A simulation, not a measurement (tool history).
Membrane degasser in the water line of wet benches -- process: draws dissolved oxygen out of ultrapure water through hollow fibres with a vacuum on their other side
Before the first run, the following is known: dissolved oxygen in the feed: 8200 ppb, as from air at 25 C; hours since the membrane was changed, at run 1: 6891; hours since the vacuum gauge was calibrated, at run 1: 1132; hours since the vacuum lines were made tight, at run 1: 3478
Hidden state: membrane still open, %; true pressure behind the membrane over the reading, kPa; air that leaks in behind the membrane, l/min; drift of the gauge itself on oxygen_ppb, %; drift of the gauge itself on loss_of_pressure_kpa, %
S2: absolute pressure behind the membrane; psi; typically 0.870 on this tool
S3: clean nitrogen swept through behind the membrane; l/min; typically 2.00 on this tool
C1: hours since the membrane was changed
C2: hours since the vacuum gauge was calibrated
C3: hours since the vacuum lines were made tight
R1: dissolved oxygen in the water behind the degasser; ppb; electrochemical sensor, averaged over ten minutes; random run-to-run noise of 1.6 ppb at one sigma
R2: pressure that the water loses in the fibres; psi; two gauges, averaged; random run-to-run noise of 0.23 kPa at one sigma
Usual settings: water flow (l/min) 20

Run 1, hour 0.0: usual settings; C1 6891; C2 1132; C3 3478. Result: R1 181.9 ppb, R2 9.050 psi.
Run 2, hour 184.7: usual settings; C1 7076; C2 1317; C3 3663. Result: R1 178.5 ppb, R2 9.053 psi.
Run 3, hour 373.6: usual settings; C1 7265; C2 1506; C3 3852. Result: R1 178.3 ppb, R2 9.024 psi.
Run 4, hour 595.0: usual settings; C1 7486; C2 1727; C3 4073. Result: R1 177.7 ppb, R2 9.046 psi.
Run 5, hour 731.5: usual settings; C1 7623; C2 1864; C3 4210. Result: R1 178.8 ppb, R2 9.078 psi.
Run 6, hour 941.3: usual settings; C1 7833; C2 2074; C3 4419. Result: R1 178.2 ppb, R2 9.085 psi.
Run 7, hour 1060.8: usual settings; C1 7952; C2 2193; C3 4539. Result: R1 180.3 ppb, R2 9.098 psi.
Run 8, hour 1173.2: usual settings; C1 8065; C2 2306; C3 4651. Result: R1 179.9 ppb, R2 9.082 psi.
Run 9, hour 1303.8: usual settings; C1 8195; C2 2436; C3 4782. Result: R1 183.4 ppb, R2 9.107 psi.
Run 10, hour 1497.6: usual settings but water flow (l/min) 25; C1 8389; C2 2630; C3 4976. Result: R1 327.0 ppb, R2 11.351 psi.
Run 11, hour 1615.0: usual settings but water flow (l/min) 25; C1 8506; C2 2747; C3 5093. Result: R1 331.1 ppb, R2 11.416 psi.
Run 12, hour 1753.5: usual settings but S3 4.38 l/min; C1 8645; C2 2886; C3 5232. Result: R1 148.4 ppb, R2 9.127 psi.
At hour 1767.3: vacuum gauge calibrated.
Run 13, hour 1908.4: usual settings but S3 4.38 l/min; C1 8799; C2 141; C3 5386. Result: R1 149.5 ppb, R2 9.139 psi.
Run 14, hour 2061.8: usual settings but S2 1.215 psi; C1 8953; C2 295; C3 5539. Result: R1 242.6 ppb, R2 9.150 psi.
At hour 2093.8: vacuum gauge calibrated, once more.
Run 15, hour 2229.1: usual settings but S2 1.215 psi; C1 9119; C2 135; C3 5706. Result: R1 244.2 ppb, R2 9.190 psi.
Run 16, hour 2415.3: usual settings; C1 9306; C2 322; C3 5892. Result: R1 184.5 ppb, R2 9.163 psi.
Run 17, hour 2579.2: usual settings; C1 9470; C2 485; C3 6056. Result: R1 187.2 ppb, R2 9.216 psi.
Run 18, hour 2681.2: usual settings but water flow (l/min) 26, S2 1.056 psi, S3 1.42 l/min; C1 9572; C2 587; C3 6158. Result: R1 441.9 ppb, R2 12.018 psi.
Run 19, hour 2833.0: usual settings but water flow (l/min) 26, S2 0.621 psi, S3 1.52 l/min; C1 9723; C2 739; C3 6310. Result: R1 327.6 ppb, R2 12.054 psi.
Run 20, hour 3049.3: usual settings but water flow (l/min) 15, S2 0.621 psi, S3 1.52 l/min; C1 9940; C2 955; C3 6526. Result: R1 62.8 ppb, R2 6.894 psi.
Run 21, hour 3225.1: usual settings but water flow (l/min) 15, S2 0.621 psi, S3 1.52 l/min; C1 10115; C2 1131; C3 6702. Result: R1 63.4 ppb, R2 6.927 psi.
Run 22, hour 3326.5: usual settings but water flow (l/min) 17; C1 10217; C2 1233; C3 6804. Result: R1 124.9 ppb, R2 7.842 psi.
Run 23, hour 3511.9: usual settings but water flow (l/min) 16, S2 1.244 psi; C1 10402; C2 1418; C3 6989. Result: R1 154.2 ppb, R2 7.403 psi.
Run 24, hour 3657.5: usual settings but water flow (l/min) 16, S2 1.244 psi; C1 10548; C2 1564; C3 7135. Result: R1 157.1 ppb, R2 7.430 psi.
Run 25, hour 3872.1: usual settings but water flow (l/min) 16, S2 1.244 psi; C1 10762; C2 1778; C3 7349. Result: R1 158.2 ppb, R2 7.390 psi.
Run 26, hour 4081.6: usual settings but water flow (l/min) 19, S2 0.658 psi, S3 3.68 l/min; C1 10972; C2 1988; C3 7559. Result: R1 121.6 ppb, R2 8.812 psi.
Run 27, hour 4207.1: usual settings but water flow (l/min) 31, S3 1.60 l/min; C1 11098; C2 2113; C3 7684. Result: R1 597.7 ppb, R2 14.388 psi.
Run 28, hour 4368.7: usual settings but water flow (l/min) 31, S3 1.60 l/min; C1 11259; C2 2275; C3 7846. Result: R1 589.6 ppb, R2 14.450 psi.
Run 29, hour 4554.9: usual settings but water flow (l/min) 31, S2 1.832 psi, S3 1.60 l/min; C1 11445; C2 2461; C3 8032. Result: R1 838.6 ppb, R2 14.456 psi.
Run 30, hour 4670.2: usual settings but water flow (l/min) 31, S2 1.832 psi, S3 1.60 l/min; C1 11561; C2 2576; C3 8147. Result: R1 829.2 ppb, R2 14.440 psi.
Run 31, hour 4795.8: usual settings but water flow (l/min) 17, S2 1.020 psi, S3 3.28 l/min; C1 11686; C2 2702; C3 8273. Result: R1 120.9 ppb, R2 7.931 psi.
Run 32, hour 5012.5: usual settings but water flow (l/min) 30, S2 1.070 psi, S3 2.69 l/min; C1 11903; C2 2919; C3 8489. Result: R1 550.5 ppb, R2 14.066 psi.
At hour 5122.5: vacuum gauge calibrated.
Run 33, hour 5122.5: usual settings but water flow (l/min) 30, S2 1.070 psi, S3 2.69 l/min; C1 12012; C2 0; C3 8599. Result: R1 538.8 ppb, R2 14.016 psi.

Forecast each of these 3 alternatives for the next run:
Run A, hour 5347.1: usual settings but water flow (l/min) 29, S2 1.430 psi, S3 2.09 l/min; C1 12237; C2 225; C3 8824. Result: R1 ?, R2 ?.
Run B, hour 5347.1: usual settings but water flow (l/min) 30, S2 1.236 psi, S3 0.82 l/min; C1 12237; C2 225; C3 8824. Result: R1 ?, R2 ?.
Run C, hour 5347.1: usual settings but water flow (l/min) 15, S2 1.942 psi, S3 3.12 l/min; C1 12237; C2 225; C3 8824. Result: R1 ?, R2 ?.

run     R1      R2
  A  605.2  13.677
  B  806.3  14.124
  C  165.3   7.031
The same runs, with their run-to-run variation unchanged, on a tool lacking any hidden condition would have given:
run     R1      R2
  A  505.2  12.498
  B  704.8  12.908
  C  144.0   6.425

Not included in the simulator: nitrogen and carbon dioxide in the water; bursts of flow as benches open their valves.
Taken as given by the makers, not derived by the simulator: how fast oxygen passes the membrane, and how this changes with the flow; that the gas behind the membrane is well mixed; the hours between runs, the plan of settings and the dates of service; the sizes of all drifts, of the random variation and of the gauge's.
